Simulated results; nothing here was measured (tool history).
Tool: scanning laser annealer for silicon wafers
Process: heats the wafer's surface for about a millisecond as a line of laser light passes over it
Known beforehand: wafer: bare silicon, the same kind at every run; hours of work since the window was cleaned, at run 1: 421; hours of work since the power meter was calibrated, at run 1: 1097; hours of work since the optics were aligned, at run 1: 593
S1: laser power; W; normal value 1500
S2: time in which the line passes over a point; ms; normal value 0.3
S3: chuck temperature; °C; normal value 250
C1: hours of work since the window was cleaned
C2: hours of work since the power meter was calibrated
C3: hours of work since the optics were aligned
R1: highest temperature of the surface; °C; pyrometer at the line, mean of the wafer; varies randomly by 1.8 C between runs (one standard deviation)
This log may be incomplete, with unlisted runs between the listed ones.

{"run": 1, "hour": 0.0, "S1": 1500, "S2": 0.3, "S3": 250, "C1": 421, "C2": 1097, "C3": 593, "R1": 1015}
{"run": 2, "hour": 48.0, "S1": 1500, "S2": 0.3, "S3": 250, "C1": 445, "C2": 1120, "C3": 617, "R1": 1011}
{"run": 3, "hour": 101.0, "S1": 1500, "S2": 0.3, "S3": 250, "C1": 471, "C2": 1147, "C3": 643, "R1": 1010}
{"run": 4, "hour": 136.3, "S1": 1500, "S2": 0.3, "S3": 250, "C1": 489, "C2": 1164, "C3": 660, "R1": 1011}
{"run": 5, "hour": 177.0, "S1": 1500, "S2": 0.328, "S3": 250, "C1": 509, "C2": 1184, "C3": 680, "R1": 1044}
{"run": 6, "hour": 220.1, "S1": 1500, "S2": 0.328, "S3": 250, "C1": 530, "C2": 1206, "C3": 702, "R1": 1039}
{"run": 7, "hour": 270.4, "S1": 1500, "S2": 0.328, "S3": 250, "C1": 555, "C2": 1230, "C3": 727, "R1": 1041}
{"run": 8, "hour": 320.7, "S1": 1500, "S2": 0.3, "S3": 250, "C1": 580, "C2": 1255, "C3": 752, "R1": 1003}
{"run": 9, "hour": 357.3, "S1": 1500, "S2": 0.3, "S3": 250, "C1": 598, "C2": 1273, "C3": 770, "R1": 1006}
{"run": 10, "hour": 383.4, "S1": 1500, "S2": 0.214, "S3": 250, "C1": 611, "C2": 1286, "C3": 783, "R1": 887}
{"run": 11, "hour": 425.8, "S1": 1500, "S2": 0.214, "S3": 250, "C1": 632, "C2": 1307, "C3": 804, "R1": 883}
{"run": 12, "hour": 479.7, "S1": 1500, "S2": 0.214, "S3": 250, "C1": 659, "C2": 1334, "C3": 830, "R1": 885}
{"run": 13, "hour": 507.1, "S1": 1500, "S2": 0.214, "S3": 250, "C1": 672, "C2": 1348, "C3": 844, "R1": 880}
{"run": 14, "hour": 539.9, "S1": 1392, "S2": 0.3, "S3": 250, "C1": 689, "C2": 1364, "C3": 860, "R1": 943}
{"hour": 571.0, "done": "window over the wafer cleaned"}
{"run": 15, "hour": 585.3, "S1": 1500, "S2": 0.3, "S3": 250, "C1": 7, "C2": 1385, "C3": 882, "R1": 1036}
{"run": 16, "hour": 620.7, "S1": 1500, "S2": 0.3, "S3": 250, "C1": 25, "C2": 1403, "C3": 899, "R1": 1037}
{"run": 17, "hour": 651.0, "S1": 1500, "S2": 0.3, "S3": 226, "C1": 40, "C2": 1418, "C3": 914, "R1": 1009}
{"run": 18, "hour": 683.4, "S1": 1500, "S2": 0.3, "S3": 267, "C1": 56, "C2": 1434, "C3": 930, "R1": 1049}
{"run": 19, "hour": 739.3, "S1": 1330, "S2": 0.227, "S3": 267, "C1": 83, "C2": 1461, "C3": 958, "R1": 868}
{"run": 20, "hour": 775.5, "S1": 1628, "S2": 0.339, "S3": 217, "C1": 101, "C2": 1479, "C3": 976, "R1": 1115}
{"run": 21, "hour": 818.8, "S1": 1500, "S2": 0.3, "S3": 216, "C1": 123, "C2": 1501, "C3": 997, "R1": 995}
{"run": 22, "hour": 847.0, "S1": 1500, "S2": 0.3, "S3": 216, "C1": 137, "C2": 1515, "C3": 1011, "R1": 994}
{"run": 23, "hour": 871.2, "S1": 1384, "S2": 0.299, "S3": 244, "C1": 149, "C2": 1527, "C3": 1023, "R1": 960}
{"hour": 905.3, "done": "optics aligned, line set to its width"}
{"run": 24, "hour": 905.3, "S1": 1500, "S2": 0.221, "S3": 277, "C1": 163, "C2": 1541, "C3": 0, "R1": 949}
{"run": 25, "hour": 938.8, "S1": 1500, "S2": 0.221, "S3": 277, "C1": 180, "C2": 1558, "C3": 17, "R1": 955}
{"run": 26, "hour": 962.6, "S1": 1500, "S2": 0.221, "S3": 277, "C1": 191, "C2": 1569, "C3": 28, "R1": 953}
{"run": 27, "hour": 1011.2, "S1": 1376, "S2": 0.333, "S3": 277, "C1": 215, "C2": 1594, "C3": 52, "R1": 1039}
{"run": 28, "hour": 1035.8, "S1": 1492, "S2": 0.333, "S3": 211, "C1": 228, "C2": 1606, "C3": 65, "R1": 1034}
{"run": 29, "hour": 1075.9, "S1": 1492, "S2": 0.333, "S3": 211, "C1": 247, "C2": 1626, "C3": 84, "R1": 1034}
{"run": 30, "hour": 1113.7, "S1": 1508, "S2": 0.374, "S3": 229, "C1": 266, "C2": 1644, "C3": 103, "R1": 1107}
{"run": 31, "hour": 1151.9, "S1": 1588, "S2": 0.314, "S3": 242, "C1": 285, "C2": 1663, "C3": 122, "R1": 1088}
{"run": 32, "hour": 1176.2, "S1": 1456, "S2": 0.301, "S3": 260, "C1": 297, "C2": 1675, "C3": 134, "R1": 1017}
{"run": 33, "hour": 1210.0, "S1": 1456, "S2": 0.301, "S3": 260, "C1": 314, "C2": 1692, "C3": 151, "R1": 1014}
{"run": 34, "hour": 1247.8, "S1": 1456, "S2": 0.301, "S3": 260, "C1": 332, "C2": 1711, "C3": 169, "R1": 1014}
{"run": 35, "hour": 1302.6, "S1": 1456, "S2": 0.301, "S3": 260, "C1": 360, "C2": 1738, "C3": 197, "R1": 1015}

Consider 4 possible next runs. They are alternatives, not a sequence: every one starts from the tool as it was left by run 35. What does each give?
{"run": "A", "hour": 1336.2, "S1": 1456, "S2": 0.371, "S3": 253, "C1": 376, "C2": 1754, "C3": 213, "R1": "?"}
{"run": "B", "hour": 1336.2, "S1": 1500, "S2": 0.307, "S3": 250, "C1": 376, "C2": 1754, "C3": 213, "R1": "?"}
{"run": "C", "hour": 1336.2, "S1": 1456, "S2": 0.287, "S3": 260, "C1": 376, "C2": 1754, "C3": 213, "R1": "?"}
{"run": "D", "hour": 1336.2, "S1": 1456, "S2": 0.336, "S3": 247, "C1": 376, "C2": 1754, "C3": 213, "R1": "?"}

run=A R1=1089
run=B R1=1029
run=C R1=995
run=D R1=1045
Take away the tool's hidden state, keep each run's random variation, and the runs would have read:
run=A R1=1116
run=B R1=1055
run=C R1=1019
run=D R1=1071
